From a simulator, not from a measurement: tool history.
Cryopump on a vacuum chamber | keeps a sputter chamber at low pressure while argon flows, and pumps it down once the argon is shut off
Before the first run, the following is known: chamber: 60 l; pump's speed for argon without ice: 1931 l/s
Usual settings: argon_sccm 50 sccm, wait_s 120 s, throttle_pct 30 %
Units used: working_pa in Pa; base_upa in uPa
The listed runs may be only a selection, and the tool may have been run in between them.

{"run": 1, "hour": 0.0, "argon_sccm": 50, "wait_s": 120, "throttle_pct": 30, "working_pa": 0.1534, "base_upa": 0.69}
{"run": 2, "hour": 34.9, "argon_sccm": 50, "wait_s": 120, "throttle_pct": 30, "working_pa": 0.1553, "base_upa": 0.67}
{"run": 3, "hour": 98.9, "argon_sccm": 46, "wait_s": 120, "throttle_pct": 30, "working_pa": 0.143, "base_upa": 0.69}
{"run": 4, "hour": 139.3, "argon_sccm": 50, "wait_s": 120, "throttle_pct": 30, "working_pa": 0.1568, "base_upa": 0.67}
{"run": 5, "hour": 191.6, "argon_sccm": 50, "wait_s": 120, "throttle_pct": 30, "working_pa": 0.159, "base_upa": 0.7}
{"run": 6, "hour": 235.2, "argon_sccm": 50, "wait_s": 66, "throttle_pct": 30, "working_pa": 0.1573, "base_upa": 0.99}
{"run": 7, "hour": 275.4, "argon_sccm": 50, "wait_s": 108, "throttle_pct": 30, "working_pa": 0.1572, "base_upa": 0.74}
{"run": 8, "hour": 307.7, "argon_sccm": 50, "wait_s": 108, "throttle_pct": 30, "working_pa": 0.1579, "base_upa": 0.72}
{"run": 9, "hour": 339.0, "argon_sccm": 50, "wait_s": 120, "throttle_pct": 30, "working_pa": 0.1565, "base_upa": 0.7}
{"run": 10, "hour": 397.2, "argon_sccm": 50, "wait_s": 120, "throttle_pct": 30, "working_pa": 0.1595, "base_upa": 0.73}
{"run": 11, "hour": 466.9, "argon_sccm": 50, "wait_s": 120, "throttle_pct": 30, "working_pa": 0.1592, "base_upa": 0.72}
{"run": 12, "hour": 536.9, "argon_sccm": 50, "wait_s": 120, "throttle_pct": 30, "working_pa": 0.1608, "base_upa": 0.73}
{"run": 13, "hour": 573.0, "argon_sccm": 50, "wait_s": 120, "throttle_pct": 30, "working_pa": 0.1618, "base_upa": 0.7}
{"run": 14, "hour": 623.0, "argon_sccm": 50, "wait_s": 120, "throttle_pct": 30, "working_pa": 0.1606, "base_upa": 0.73}
{"run": 15, "hour": 686.3, "argon_sccm": 50, "wait_s": 120, "throttle_pct": 30, "working_pa": 0.1629, "base_upa": 0.77}
{"run": 16, "hour": 715.1, "argon_sccm": 21, "wait_s": 120, "throttle_pct": 30, "working_pa": 0.0681, "base_upa": 0.74}
{"run": 17, "hour": 748.4, "argon_sccm": 21, "wait_s": 120, "throttle_pct": 30, "working_pa": 0.0679, "base_upa": 0.74}
{"run": 18, "hour": 803.7, "argon_sccm": 21, "wait_s": 120, "throttle_pct": 30, "working_pa": 0.0683, "base_upa": 0.75}
{"run": 19, "hour": 844.9, "argon_sccm": 50, "wait_s": 38, "throttle_pct": 30, "working_pa": 0.1639, "base_upa": 1.51}
{"run": 20, "hour": 879.4, "argon_sccm": 24, "wait_s": 120, "throttle_pct": 20, "working_pa": 0.114, "base_upa": 0.73}
{"run": 21, "hour": 918.9, "argon_sccm": 24, "wait_s": 120, "throttle_pct": 20, "working_pa": 0.1145, "base_upa": 0.78}
{"run": 22, "hour": 973.4, "argon_sccm": 21, "wait_s": 69, "throttle_pct": 20, "working_pa": 0.0999, "base_upa": 1.03}
{"hour": 1037.0, "done": "pump warmed up, emptied and cooled again"}
{"run": 23, "hour": 1040.3, "argon_sccm": 50, "wait_s": 37, "throttle_pct": 54, "working_pa": 0.0821, "base_upa": 1.44}
{"run": 24, "hour": 1086.7, "argon_sccm": 50, "wait_s": 37, "throttle_pct": 54, "working_pa": 0.082, "base_upa": 1.42}
{"run": 25, "hour": 1147.7, "argon_sccm": 50, "wait_s": 49, "throttle_pct": 19, "working_pa": 0.2323, "base_upa": 1.16}
{"run": 26, "hour": 1192.4, "argon_sccm": 81, "wait_s": 42, "throttle_pct": 19, "working_pa": 0.3753, "base_upa": 1.26}
{"run": 27, "hour": 1258.7, "argon_sccm": 81, "wait_s": 29, "throttle_pct": 21, "working_pa": 0.3411, "base_upa": 1.8}
{"run": 28, "hour": 1325.2, "argon_sccm": 95, "wait_s": 29, "throttle_pct": 54, "working_pa": 0.1586, "base_upa": 1.76}
{"run": 29, "hour": 1368.7, "argon_sccm": 95, "wait_s": 29, "throttle_pct": 54, "working_pa": 0.1603, "base_upa": 1.74}
{"run": 30, "hour": 1435.6, "argon_sccm": 95, "wait_s": 29, "throttle_pct": 54, "working_pa": 0.1619, "base_upa": 1.83}
{"run": 31, "hour": 1485.8, "argon_sccm": 81, "wait_s": 164, "throttle_pct": 17, "working_pa": 0.4255, "base_upa": 0.59}
{"run": 32, "hour": 1527.1, "argon_sccm": 28, "wait_s": 41, "throttle_pct": 46, "working_pa": 0.0555, "base_upa": 1.4}
{"run": 33, "hour": 1585.6, "argon_sccm": 93, "wait_s": 127, "throttle_pct": 20, "working_pa": 0.4161, "base_upa": 0.68}

A few steps of working_pa between consecutive runs. Split each: what settings, incoming material and random variation would produce without the hidden state, and what is left over for the hidden state, along with gauge scatter present in only one of the two compared results (measured, and without hidden state):
The tool's hidden condition here consists of: pump's speed, % of a pump's without ice; cold plate's temperature, K; leak into the chamber, uPa l/s; drift of the gauge itself on working_pa, %; drift of the gauge itself on base_upa, %.
Run 15 -> 16: argon_sccm 50 -> 21. working_pa -0.0948 Pa: hidden state -0.0096, all else -0.0852.
Run 18 -> 19: argon_sccm 21 -> 50, wait_s 120 -> 38. working_pa +0.0956 Pa: hidden state +0.0111, all else +0.0845.
Run 19 -> 20: argon_sccm 50 -> 24, wait_s 38 -> 120, throttle_pct 30 -> 20. working_pa -0.0499 Pa: hidden state -0.0095, all else -0.0404.
Run 30 -> 31: argon_sccm 95 -> 81, wait_s 29 -> 164, throttle_pct 54 -> 17. working_pa +0.2636 Pa: hidden state -0.0005, all else +0.2641.
Run 31 -> 32: argon_sccm 81 -> 28, wait_s 164 -> 41, throttle_pct 17 -> 46. working_pa -0.37 Pa: hidden state -0.0043, all else -0.3657.
Run 32 -> 33: argon_sccm 28 -> 93, wait_s 41 -> 127, throttle_pct 46 -> 20. working_pa +0.3606 Pa: hidden state +0.0069, all else +0.3537.

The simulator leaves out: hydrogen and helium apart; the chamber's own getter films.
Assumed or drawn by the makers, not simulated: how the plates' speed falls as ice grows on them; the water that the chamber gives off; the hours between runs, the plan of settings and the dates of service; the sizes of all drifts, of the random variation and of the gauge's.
